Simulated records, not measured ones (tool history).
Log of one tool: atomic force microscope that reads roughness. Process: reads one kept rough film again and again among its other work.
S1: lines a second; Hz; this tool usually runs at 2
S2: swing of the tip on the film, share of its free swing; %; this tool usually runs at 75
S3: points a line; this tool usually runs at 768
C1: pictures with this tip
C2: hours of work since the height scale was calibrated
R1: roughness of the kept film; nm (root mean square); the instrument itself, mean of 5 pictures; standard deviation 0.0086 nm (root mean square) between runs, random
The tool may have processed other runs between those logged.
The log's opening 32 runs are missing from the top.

| run | hour | S1 | S2 | S3 | C1 | C2 | R1 |
|---|---|---|---|---|---|---|---|
| 33 | 1138.7 | 0.71 | 75 | 325 | 197 | 634 | 2.022 |
| 34 | 1187.4 | 0.71 | 75 | 325 | 242 | 658 | 2.003 |
| 35 | 1229.7 | 2.5 | 75 | 768 | 281 | 680 | 1.845 |
| 36 | 1252.3 | 2.5 | 75 | 768 | 302 | 692 | 1.832 |
|  | 1268.5 | new tip fitted |
| 37 | 1301.7 | 2.75 | 81 | 768 | 31 | 716 | 1.704 |
| 38 | 1328.1 | 3.1 | 75 | 507 | 55 | 730 | 1.757 |
| 39 | 1358.3 | 0.54 | 75 | 468 | 83 | 745 | 2.062 |
| 40 | 1390.5 | 0.62 | 73 | 398 | 112 | 762 | 2.053 |
| 41 | 1427.8 | 1.76 | 70 | 398 | 147 | 781 | 1.956 |
| 42 | 1463.1 | 1.76 | 68 | 909 | 179 | 799 | 1.997 |
| 43 | 1486.6 | 1.76 | 68 | 909 | 201 | 811 | 2 |
| 44 | 1517.5 | 2.79 | 72 | 603 | 229 | 826 | 1.855 |

Branching from run 44: 3 alternative next runs. What would each branch give?
| A | 1547.2 | 0.78 | 56 | 487 | 257 | 842 | ? |
| B | 1547.2 | 0.63 | 58 | 268 | 257 | 842 | ? |
| C | 1547.2 | 1.67 | 80 | 578 | 257 | 842 | ? |

| run | R1 |
|---|---|
| A | 2.091 |
| B | 2.053 |
| C | 1.862 |
Without the tool's unlogged condition, the same runs would have read:
| run | R1 |
|---|---|
| A | 2.1 |
| B | 2.061 |
| C | 1.869 |
